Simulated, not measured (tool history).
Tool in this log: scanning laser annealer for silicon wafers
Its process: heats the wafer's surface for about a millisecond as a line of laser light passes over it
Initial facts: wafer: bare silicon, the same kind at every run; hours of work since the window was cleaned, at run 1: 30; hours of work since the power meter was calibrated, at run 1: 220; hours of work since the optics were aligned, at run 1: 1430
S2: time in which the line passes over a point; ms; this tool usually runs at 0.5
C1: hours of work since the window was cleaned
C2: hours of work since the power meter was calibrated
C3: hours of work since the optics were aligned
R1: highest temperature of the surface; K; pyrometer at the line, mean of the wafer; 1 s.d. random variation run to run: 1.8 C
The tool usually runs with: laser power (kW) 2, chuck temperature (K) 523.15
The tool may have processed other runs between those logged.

run 1 hour=0 | laser_power_(kW)=2 S2=0.5 chuck_temperature_(K)=523.15 | C1=30 C2=220 C3=1430 | R1=1273.15
run 2 hour=13.3 | laser_power_(kW)=2 S2=0.5 chuck_temperature_(K)=523.15 | C1=39 C2=229 C3=1440 | R1=1273.15
run 3 hour=25.2 | laser_power_(kW)=2 S2=0.5 chuck_temperature_(K)=523.15 | C1=47 C2=237 C3=1448 | R1=1274.15
run 4 hour=31.9 | laser_power_(kW)=2 S2=0.5 chuck_temperature_(K)=523.15 | C1=52 C2=242 C3=1452 | R1=1275.15
run 5 hour=37.4 | laser_power_(kW)=2 S2=0.5 chuck_temperature_(K)=523.15 | C1=56 C2=245 C3=1456 | R1=1273.15
run 6 hour=43.7 | laser_power_(kW)=2 S2=0.5 chuck_temperature_(K)=523.15 | C1=60 C2=250 C3=1460 | R1=1275.15
run 7 hour=55.1 | laser_power_(kW)=2 S2=0.5 chuck_temperature_(K)=523.15 | C1=68 C2=257 C3=1468 | R1=1275.15
run 8 hour=60.4 | laser_power_(kW)=2 S2=0.5 chuck_temperature_(K)=523.15 | C1=71 C2=261 C3=1472 | R1=1272.15
run 9 hour=72.1 | laser_power_(kW)=2 S2=0.5 chuck_temperature_(K)=523.15 | C1=79 C2=269 C3=1480 | R1=1271.15
run 10 hour=82.6 | laser_power_(kW)=1.769 S2=0.374 chuck_temperature_(K)=513.15 | C1=87 C2=276 C3=1487 | R1=1094.15
run 11 hour=94.9 | laser_power_(kW)=2.114 S2=0.539 chuck_temperature_(K)=513.15 | C1=95 C2=284 C3=1495 | R1=1329.15
-- hour=98.6 laser's power meter calibrated
run 12 hour=107.8 | laser_power_(kW)=2.095 S2=0.407 chuck_temperature_(K)=518.15 | C1=102 C2=6 C3=1502 | R1=1229.15
run 13 hour=113.6 | laser_power_(kW)=1.969 S2=0.515 chuck_temperature_(K)=560.15 | C1=106 C2=10 C3=1506 | R1=1303.15
run 14 hour=125.6 | laser_power_(kW)=1.955 S2=0.515 chuck_temperature_(K)=560.15 | C1=114 C2=18 C3=1514 | R1=1302.15
run 15 hour=133.9 | laser_power_(kW)=2.049 S2=0.5 chuck_temperature_(K)=560.15 | C1=119 C2=24 C3=1520 | R1=1325.15
run 16 hour=141.4 | laser_power_(kW)=1.767 S2=0.5 chuck_temperature_(K)=515.15 | C1=125 C2=29 C3=1525 | R1=1173.15
-- hour=151.8 laser's power meter calibrated, once more
run 17 hour=156.9 | laser_power_(kW)=1.863 S2=0.532 chuck_temperature_(K)=555.15 | C1=133 C2=4 C3=1533 | R1=1270.15

5 options for the next run, each taken on its own from the tool as it stands now. Forecast them:
run A hour=170.1 | laser_power_(kW)=2 S2=0.5 chuck_temperature_(K)=518.15 | C1=142 C2=12 C3=1542 | R1=?
run B hour=170.1 | laser_power_(kW)=2.057 S2=0.535 chuck_temperature_(K)=541.15 | C1=142 C2=12 C3=1542 | R1=?
run C hour=170.1 | laser_power_(kW)=2.07 S2=0.5 chuck_temperature_(K)=496.15 | C1=142 C2=12 C3=1542 | R1=?
run D hour=170.1 | laser_power_(kW)=1.863 S2=0.532 chuck_temperature_(K)=563.15 | C1=142 C2=12 C3=1542 | R1=?
run E hour=170.1 | laser_power_(kW)=2.137 S2=0.579 chuck_temperature_(K)=523.15 | C1=142 C2=12 C3=1542 | R1=?

run=A R1=1265.15
run=B R1=1335.15
run=C R1=1267.15
run=D R1=1280.15
run=E R1=1373.15
Without the tool's hidden state the same runs would have given:
run=A R1=1280.15
run=B R1=1350.15
run=C R1=1282.15
run=D R1=1294.15
run=E R1=1390.15
